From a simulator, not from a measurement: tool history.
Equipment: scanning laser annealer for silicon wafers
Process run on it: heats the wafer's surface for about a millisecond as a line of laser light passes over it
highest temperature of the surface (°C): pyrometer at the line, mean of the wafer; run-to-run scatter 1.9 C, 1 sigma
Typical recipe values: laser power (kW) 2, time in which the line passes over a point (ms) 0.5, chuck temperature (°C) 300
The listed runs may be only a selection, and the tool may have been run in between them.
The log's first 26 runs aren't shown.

run	hour	laser power (kW)	time in which the line passes over a point (ms)	chuck temperature (°C)	hours of work since the window was cleaned	hours of work since the power meter was calibrated	hours of work since the optics were aligned	highest temperature of the surface (°C)
27	165.4	1.753	0.449	266	802	95	286	925
28	169.4	1.982	0.449	290	803	97	288	1050
29	177.1	1.982	0.449	290	807	100	291	1052
30	185.7	1.982	0.449	290	811	104	295	1052
31	190.1	2.194	0.469	273	813	107	297	1144
32	197.7	2.069	0.5	300	817	110	301	1133
33	203.4	1.871	0.408	310	819	113	303	992
34	211.2	1.811	0.486	300	823	116	307	1002
35	216.6	2.147	0.5	332	825	119	309	1205
36	220.4	1.784	0.372	301	827	121	311	922
37	225.8	2	0.422	300	830	123	314	1046
38	234.3	2	0.422	300	833	127	318	1045
39	242.2	2	0.422	300	837	131	321	1044
40	246	2.103	0.483	309	839	132	323	1145

3 options for the next run, each taken on its own from the tool as it stands now. Forecast them:
A	252.8	1.899	0.367	330	842	135	326	?
B	252.8	2	0.5	320	842	135	326	?
C	252.8	1.935	0.449	281	842	135	326	?

run	highest temperature of the surface (°C)
A	993
B	1121
C	1016
Had the tool no hidden state, the same runs would have come out as:
run	highest temperature of the surface (°C)
A	1021
B	1155
C	1047
